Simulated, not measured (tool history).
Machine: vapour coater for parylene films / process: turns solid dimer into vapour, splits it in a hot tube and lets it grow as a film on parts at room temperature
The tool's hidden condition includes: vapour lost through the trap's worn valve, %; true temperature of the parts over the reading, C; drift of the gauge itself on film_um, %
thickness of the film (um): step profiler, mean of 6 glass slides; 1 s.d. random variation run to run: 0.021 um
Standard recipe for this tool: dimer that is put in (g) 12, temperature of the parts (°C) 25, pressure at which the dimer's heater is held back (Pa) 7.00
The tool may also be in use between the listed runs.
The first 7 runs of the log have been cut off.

run   hour  dimer that is put in (g)  temperature of the parts (°C)  pressure at which the dimer's heater is held back (Pa)  hours of work since the trap's valve was overhauled  hours of work since the table's thermometer was calibrated  thickness of the film (um)
  8  139.9                        11                             25                                                    7.00                                                  543                                                         240                        4.40
  9  160.8                        11                             25                                                    7.00                                                  561                                                         258                        4.40
 10  188.9                        11                             25                                                    7.00                                                  585                                                         282                        4.44
 11  213.8                        11                             25                                                    7.00                                                  606                                                         304                        4.44
 12  241.7                        11                             25                                                    7.00                                                  631                                                         328                        4.38
 13  266.6                        11                             25                                                    7.00                                                  652                                                         349                        4.40
 14  289.3                        11                             25                                                    7.00                                                  672                                                         369                        4.39
 15  305.4                        11                             25                                                    7.00                                                  685                                                         383                        4.34
     317.4  -- trap's valve overhauled
 16  335.8                        12                             25                                                    7.00                                                   16                                                         405                        5.09
 17  364.4                        12                             25                                                    7.00                                                   40                                                         430                        5.09
 18  380.9                        12                             25                                                    7.00                                                   55                                                         444                        5.05
 19  395.8                        12                             25                                                    7.00                                                   68                                                         457                        5.02
 20  424.1                        22                             23                                                   11.99                                                   92                                                         482                        8.89
 21  442.3                         6                             24                                                    4.86                                                  108                                                         497                        2.81
 22  458.3                         6                             24                                                    4.86                                                  121                                                         511                        2.80
 23  471.0                         6                             24                                                    4.86                                                  132                                                         522                        2.80
 24  484.4                         7                             22                                                    7.00                                                  144                                                         534                        3.23
 25  511.8                         5                             25                                                    4.95                                                  168                                                         557                        2.22
 26  531.6                         5                             25                                                    4.95                                                  185                                                         574                        2.23
 27  551.8                         8                             35                                                    6.31                                                  202                                                         592                        2.45
 28  571.6                         8                             35                                                    6.31                                                  219                                                         609                        2.41
 29  591.2                        11                             27                                                    5.69                                                  236                                                         626                        4.44

Run 30 has not been measured yet. What should we expect?
 30  607.9                        16                             23                                                    9.14                                                  250                                                         640                           ?

Run 30 measured thickness of the film (um) 6.75.
Take away the tool's hidden state, keep the run-to-run variation as it was, and the same run would have given thickness of the film (um) 6.98.
